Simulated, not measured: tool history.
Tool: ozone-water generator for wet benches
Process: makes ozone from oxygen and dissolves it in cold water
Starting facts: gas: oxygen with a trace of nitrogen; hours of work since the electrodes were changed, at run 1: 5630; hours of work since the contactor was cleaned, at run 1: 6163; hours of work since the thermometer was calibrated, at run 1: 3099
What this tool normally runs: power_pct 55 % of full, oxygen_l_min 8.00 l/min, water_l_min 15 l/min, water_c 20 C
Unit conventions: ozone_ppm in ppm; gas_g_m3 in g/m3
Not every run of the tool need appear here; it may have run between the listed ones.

run    hour  power_pct  oxygen_l_min  water_l_min  water_c  hours of work since the electrodes were changed  hours of work since the contactor was cleaned  hours of work since the thermometer was calibrated  ozone_ppm  gas_g_m3
  1     0.0         55          8.00           15       20                                             5630                                           6163                                                3099       17.8     157.4
  2   125.9         55          8.00           15       20                                             5748                                           6282                                                3218       17.7     158.4
  3   276.7         55          8.00           15       20                                             5889                                           6423                                                3359       17.5     157.0
      347.2  -- water thermometer calibrated
  4   414.3         55          8.00           15       20                                             6018                                           6552                                                  63       17.5     159.8
  5   532.3         55          8.00           15       20                                             6129                                           6663                                                 174       17.6     157.9
  6   628.7         55          8.00           15       26                                             6220                                           6754                                                 264       15.6     158.9
  7   754.7         55          8.00           15       26                                             6338                                           6872                                                 383       15.7     158.2
  8   899.2         55          8.00           15       26                                             6474                                           7008                                                 518       15.7     160.7
      950.8  -- contactor cleaned
  9  1022.8         55          8.00           15       26                                             6586                                             68                                                 631       15.6     157.9
 10  1120.6         55          8.00           15       26                                             6678                                            159                                                 723       15.8     158.2
 11  1233.6         55          8.00           21       20                                             6784                                            266                                                 829       13.2     159.5
 12  1339.6         58          8.00           21       13                                             6884                                            365                                                 928       15.5     165.0
 13  1466.0         58          8.00           21       13                                             7002                                            484                                                1047       15.6     165.0
 14  1576.8         58         10.35            9       28                                             7106                                            588                                                1151       19.3     143.0
 15  1654.7         58         10.35            9       28                                             7180                                            661                                                1224       19.3     142.5
 16  1734.1         58         10.35            9       28                                             7254                                            736                                                1299       19.3     143.4
 17  1856.4         40         10.35           11       20                                             7369                                            851                                                1414       16.5     112.6
 18  1924.2         40         10.35           19       19                                             7433                                            914                                                1477       11.6     112.4
 19  2058.9         40         10.35           19       19                                             7559                                           1041                                                1604       11.5     112.2

Below are 4 alternative next runs, each starting from the tool's condition after run 19. Predict each:
  A  2174.1         50          6.50           19       19                                             7667                                           1149                                                1712          ?         ?
  B  2174.1         50          8.97           15       21                                             7667                                           1149                                                1712          ?         ?
  C  2174.1         42          6.82           15       20                                             7667                                           1149                                                1712          ?         ?
  D  2174.1         55          8.00           12       20                                             7667                                           1149                                                1712          ?         ?

run  ozone_ppm  gas_g_m3
  A       14.2     168.3
  B       16.0     142.2
  C       15.3     146.7
  D       20.5     160.6
Stripped of hidden state, with their random variation kept, the same runs would have yielded:
run  ozone_ppm  gas_g_m3
  A       14.2     165.8
  B       16.0     140.1
  C       15.3     144.5
  D       20.5     158.1
